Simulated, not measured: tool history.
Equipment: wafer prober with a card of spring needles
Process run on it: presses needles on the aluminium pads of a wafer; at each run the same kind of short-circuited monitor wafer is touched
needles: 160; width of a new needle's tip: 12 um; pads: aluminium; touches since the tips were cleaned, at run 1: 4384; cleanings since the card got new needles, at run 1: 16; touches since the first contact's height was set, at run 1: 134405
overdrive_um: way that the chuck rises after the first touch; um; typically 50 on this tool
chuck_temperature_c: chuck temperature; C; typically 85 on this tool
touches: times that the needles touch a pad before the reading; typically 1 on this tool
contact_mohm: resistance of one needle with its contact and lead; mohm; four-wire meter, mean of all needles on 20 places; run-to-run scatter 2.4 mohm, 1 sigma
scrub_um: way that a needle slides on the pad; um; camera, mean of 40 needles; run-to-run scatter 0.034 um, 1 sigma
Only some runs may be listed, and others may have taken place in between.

run	hour	overdrive_um	chuck_temperature_c	touches	touches since the tips were cleaned	cleanings since the card got new needles	touches since the first contact's height was set	contact_mohm	scrub_um
1	0	50	85	1	4384	16	134405	273	6.53
2	14.1	50	85	3	6304	16	136325	273	6.5
# hour 23.5: tips cleaned on abrasive film
3	28.7	50	85	3	717	17	138309	270	6.5
4	57.5	67	85	1	4636	17	142228	267	8.77
5	71.7	67	85	1	6567	17	144159	268	8.78
# hour 78.4: tips cleaned on abrasive film
6	91.2	39	85	1	1737	18	146799	274	5.08
7	120.6	39	71	1	5749	18	150811	271	5.12
# hour 132.3: tips cleaned on abrasive film
8	137.9	50	85	1	767	19	153161	273	6.56
9	155	50	85	1	3090	19	155484	278	6.57
10	179	50	85	1	6367	19	158761	274	6.55
# hour 181.7: height of the first contact set anew
# hour 188: tips cleaned on abrasive film
11	207.1	50	85	1	2596	20	3444	277	6.53
12	235.6	50	85	1	6483	20	7331	276	6.51
# hour 242.4: tips cleaned on abrasive film
13	264.7	50	85	2	3040	21	11279	274	6.62
14	288.5	50	85	2	6284	21	14523	274	6.59
# hour 296.1: tips cleaned on abrasive film
15	310.4	50	85	2	1942	22	17496	274	6.56
16	341.4	50	85	2	6173	22	21727	277	6.58
# hour 351.7: tips cleaned on abrasive film
17	356.4	50	85	2	641	23	23749	270	6.66

For run 18, what comes out?
18	375.8	50	85	2	3284	23	26392	?	?

For run 18 the tool returned contact_mohm 275 mohm, scrub_um 6.62 um.
Minus the tool's unlogged condition, the same run would have read contact_mohm 275 mohm, scrub_um 6.52 um.
